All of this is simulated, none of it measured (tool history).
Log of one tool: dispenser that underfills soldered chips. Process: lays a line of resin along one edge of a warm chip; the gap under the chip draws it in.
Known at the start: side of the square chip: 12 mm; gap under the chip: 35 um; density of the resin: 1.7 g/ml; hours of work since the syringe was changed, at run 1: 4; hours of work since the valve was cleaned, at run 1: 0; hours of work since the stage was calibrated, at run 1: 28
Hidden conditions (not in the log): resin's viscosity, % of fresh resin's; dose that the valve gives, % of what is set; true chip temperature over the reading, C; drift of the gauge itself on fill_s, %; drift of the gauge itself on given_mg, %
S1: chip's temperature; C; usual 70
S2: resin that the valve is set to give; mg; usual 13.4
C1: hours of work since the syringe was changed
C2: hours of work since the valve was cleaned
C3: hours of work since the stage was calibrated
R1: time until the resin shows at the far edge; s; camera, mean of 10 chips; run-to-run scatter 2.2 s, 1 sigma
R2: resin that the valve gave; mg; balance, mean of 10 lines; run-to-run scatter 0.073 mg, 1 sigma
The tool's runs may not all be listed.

| run | day | S1 | S2 | C1 | C2 | C3 | R1 | R2 |
|---|---|---|---|---|---|---|---|---|
| 1 | 0.000 | 70 | 13.4 | 4 | 0 | 28 | 256.3 | 13.26 |
|  | 0.117 | new syringe of resin |
| 2 | 0.117 | 70 | 13.4 | 0 | 2 | 30 | 214.3 | 13.58 |
| 3 | 0.296 | 70 | 13.4 | 3 | 4 | 32 | 239.2 | 13.38 |
| 4 | 0.425 | 70 | 13.4 | 5 | 6 | 34 | 256.5 | 13.26 |
|  | 0.496 | new syringe of resin |
| 5 | 0.571 | 70 | 13.4 | 1 | 8 | 36 | 223.7 | 13.19 |
| 6 | 0.738 | 68 | 13.4 | 4 | 11 | 39 | 257.5 | 13.25 |
| 7 | 0.854 | 68 | 13.4 | 6 | 13 | 41 | 281.9 | 13.27 |
|  | 0.875 | new syringe of resin |
| 8 | 0.971 | 68 | 13.4 | 2 | 15 | 43 | 239.0 | 13.16 |
| 9 | 1.158 | 68 | 13.4 | 4 | 17 | 45 | 263.2 | 13.15 |
|  | 1.262 | new syringe of resin |
| 10 | 1.338 | 68 | 13.4 | 1 | 20 | 48 | 241.1 | 13.13 |
| 11 | 1.421 | 70 | 17.4 | 2 | 21 | 49 | 234.3 | 16.99 |
| 12 | 1.512 | 70 | 16.5 | 4 | 23 | 51 | 241.4 | 16.24 |
|  | 1.650 | new syringe of resin |
| 13 | 1.696 | 79 | 11.6 | 1 | 25 | 53 | 176.7 | 11.37 |
| 14 | 1.808 | 83 | 12.6 | 2 | 27 | 55 | 164.0 | 12.35 |
| 15 | 2.004 | 64 | 11.5 | 6 | 30 | 58 | 331.6 | 11.28 |
|  | 2.029 | new syringe of resin |
| 16 | 2.200 | 60 | 12.7 | 3 | 33 | 61 | 335.1 | 12.32 |
| 17 | 2.346 | 61 | 13.4 | 5 | 35 | 63 | 347.0 | 13.01 |
|  | 2.412 | new syringe of resin |
| 18 | 2.521 | 77 | 14.1 | 2 | 38 | 66 | 184.3 | 13.65 |
| 19 | 2.658 | 75 | 13.9 | 4 | 40 | 68 | 208.4 | 13.42 |
|  | 2.788 | new syringe of resin |
| 20 | 2.858 | 65 | 14.7 | 1 | 43 | 71 | 259.1 | 14.28 |
| 21 | 3.021 | 65 | 14.7 | 4 | 45 | 73 | 277.8 | 14.18 |
|  | 3.079 | dispensing valve cleaned and set on the balance |
|  | 3.208 | new syringe of resin |
| 22 | 3.254 | 77 | 11.7 | 1 | 3 | 76 | 184.1 | 11.87 |

Run 23 has not been measured yet. What should we expect?
| 23 | 3.400 | 64 | 11.5 | 3 | 5 | 79 | ? | ? |

Logged for run 23: R1 297.4 s, R2 11.40 mg.
With no hidden state in the tool, this same run would have given R1 267.5 s, R2 11.42 mg.
